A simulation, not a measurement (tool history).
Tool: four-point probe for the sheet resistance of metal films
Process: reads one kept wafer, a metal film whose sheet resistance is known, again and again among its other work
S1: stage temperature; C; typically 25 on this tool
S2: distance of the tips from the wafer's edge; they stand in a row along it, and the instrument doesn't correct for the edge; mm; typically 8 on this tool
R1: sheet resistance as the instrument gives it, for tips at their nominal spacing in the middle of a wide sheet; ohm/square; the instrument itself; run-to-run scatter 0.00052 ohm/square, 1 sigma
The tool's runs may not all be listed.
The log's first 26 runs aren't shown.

{"run": 27, "day": 21.812, "S1": 29, "S2": 31, "R1": 2.5645}
{"run": 28, "day": 22.892, "S1": 29, "S2": 31, "R1": 2.563148}
{"run": 29, "day": 23.9, "S1": 21, "S2": 8, "R1": 2.600805}
{"run": 30, "day": 24.979, "S1": 21, "S2": 8, "R1": 2.60129}
{"run": 31, "day": 25.542, "S1": 34, "S2": 11, "R1": 2.576099}
{"run": 32, "day": 26.062, "S1": 24, "S2": 3, "R1": 2.788236}
{"run": 33, "day": 26.7, "S1": 26, "S2": 51, "R1": 2.563731}
{"run": 34, "day": 27.65, "S1": 26, "S2": 51, "R1": 2.563543}
{"run": 35, "day": 28.638, "S1": 21, "S2": 6, "R1": 2.627391}
{"run": 36, "day": 29.308, "S1": 24, "S2": 7, "R1": 2.608327}
{"run": 37, "day": 29.946, "S1": 18, "S2": 7, "R1": 2.611744}
{"run": 38, "day": 31.1, "S1": 18, "S2": 7, "R1": 2.61264}
{"run": 39, "day": 32.008, "S1": 20, "S2": 50, "R1": 2.567525}
{"run": 40, "day": 32.5, "S1": 21, "S2": 3, "R1": 2.789943}
{"run": 41, "day": 33.5, "S1": 21, "S2": 3, "R1": 2.788769}
{"run": 42, "day": 33.979, "S1": 19, "S2": 10, "R1": 2.590329}
{"run": 43, "day": 34.942, "S1": 19, "S2": 10, "R1": 2.590105}
{"run": 44, "day": 35.442, "S1": 27, "S2": 7, "R1": 2.607225}
{"run": 45, "day": 36.179, "S1": 34, "S2": 4, "R1": 2.687656}

Each row is a separate what-if for the run after 45, all from the same tool condition, not one after another. Results?
{"run": "A", "day": 37.121, "S1": 33, "S2": 3, "R1": "?"}
{"run": "B", "day": 37.121, "S1": 25, "S2": 10, "R1": "?"}
{"run": "C", "day": 37.121, "S1": 20, "S2": 6, "R1": "?"}

run=A R1=2.780719
run=B R1=2.585411
run=C R1=2.626405
What these runs would have given with no unlogged condition in the tool:
run=A R1=2.781259
run=B R1=2.585896
run=C R1=2.626878
